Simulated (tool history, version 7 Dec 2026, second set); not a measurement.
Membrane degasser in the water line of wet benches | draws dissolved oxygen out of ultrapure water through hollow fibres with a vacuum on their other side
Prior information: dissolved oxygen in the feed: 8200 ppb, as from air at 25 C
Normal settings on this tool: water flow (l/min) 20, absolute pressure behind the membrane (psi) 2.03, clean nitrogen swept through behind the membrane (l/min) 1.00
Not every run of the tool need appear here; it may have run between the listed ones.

run    hour  water flow (l/min)  absolute pressure behind the membrane (psi)  clean nitrogen swept through behind the membrane (l/min)  dissolved oxygen in the water behind the degasser (ppb)  pressure that the water loses in the fibres (psi)
  1     0.0                  20                                         2.03                                                      1.00                                                    526.0                                              3.714
       91.0  -- vacuum gauge calibrated
  2   154.9                  20                                         2.03                                                      1.00                                                    522.2                                              3.732
  3   380.2                  20                                         2.13                                                      1.00                                                    549.9                                              3.767
  4   502.1                  20                                         2.13                                                      1.00                                                    550.0                                              3.784
  5   714.2                  20                                         3.10                                                      1.00                                                    805.8                                              3.801
  6   965.6                  20                                         2.03                                                      1.00                                                    521.8                                              3.778
  7  1146.3                  20                                         2.03                                                      1.00                                                    523.9                                              3.797
  8  1371.6                  20                                         2.03                                                      1.00                                                    526.0                                              3.768
  9  1640.0                  16                                         2.03                                                      1.00                                                    405.6                                              3.046
 10  1845.2                  24                                         2.03                                                      1.00                                                    660.2                                              4.544
 11  2025.6                  20                                         2.03                                                      1.00                                                    525.4                                              3.810
 12  2226.6                  20                                         2.03                                                      0.45                                                    932.3                                              3.809
 13  2461.5                  20                                         2.03                                                      2.11                                                    308.8                                              3.803
 14  2718.3                  16                                         2.03                                                      1.00                                                    411.3                                              3.078
 15  2846.1                  20                                         2.03                                                      1.00                                                    528.8                                              3.852
 16  3058.9                  15                                         2.19                                                      1.00                                                    413.9                                              2.857
     3134.9  -- vacuum gauge calibrated
 17  3171.2                  15                                         2.19                                                      1.00                                                    415.7                                              2.857
 18  3430.0                  20                                         3.52                                                      0.93                                                    972.8                                              3.843
 19  3671.6                  16                                         1.81                                                      2.26                                                    184.9                                              3.063
 20  3840.0                  19                                         2.03                                                      1.14                                                    449.0                                              3.603
 21  3964.7                  19                                         2.03                                                      1.14                                                    448.5                                              3.601
 22  4163.4                  26                                         2.03                                                      0.69                                                    929.9                                              4.956
 23  4310.3                  13                                         2.18                                                      1.64                                                    231.1                                              2.495
 24  4551.0                  13                                         2.18                                                      1.64                                                    231.3                                              2.490
 25  4707.7                  20                                         1.45                                                      1.00                                                    369.1                                              3.836
     4784.8  -- seals of the vacuum lines changed
 26  4848.6                  20                                         4.29                                                      1.59                                                    776.5                                              3.806
 27  5020.6                  28                                         2.49                                                      0.76                                                   1152.2                                              5.366
 28  5250.9                  18                                         3.38                                                      1.96                                                    465.6                                              3.461
 29  5484.6                  18                                         3.38                                                      1.96                                                    467.8                                              3.465

Some steps in dissolved oxygen in the water behind the degasser (ppb) between neighbouring runs. How much of each would the tool show without its hidden state too (settings, what came in, random variation), and how much is left for the hidden state, with any gauge scatter that isn't in both results?
Hidden state at play: membrane still open, %; true pressure behind the membrane over the reading, kPa; air that leaks in behind the membrane, l/min; drift of the gauge itself on oxygen_ppb, %; drift of the gauge itself on loss_of_pressure_kpa, %.
Run 18 -> 19: water flow (l/min) 20 -> 16, absolute pressure behind the membrane (psi) 3.52 -> 1.81, clean nitrogen swept through behind the membrane (l/min) 0.93 -> 2.26. dissolved oxygen in the water behind the degasser (ppb) -787.9: hidden state -7.1, all else -780.8.
Run 22 -> 23: water flow (l/min) 26 -> 13, absolute pressure behind the membrane (psi) 2.03 -> 2.18, clean nitrogen swept through behind the membrane (l/min) 0.69 -> 1.64. dissolved oxygen in the water behind the degasser (ppb) -698.8: hidden state -17.3, all else -681.5.
Run 27 -> 28: water flow (l/min) 28 -> 18, absolute pressure behind the membrane (psi) 2.49 -> 3.38, clean nitrogen swept through behind the membrane (l/min) 0.76 -> 1.96. dissolved oxygen in the water behind the degasser (ppb) -686.6: hidden state -18.4, all else -668.2.
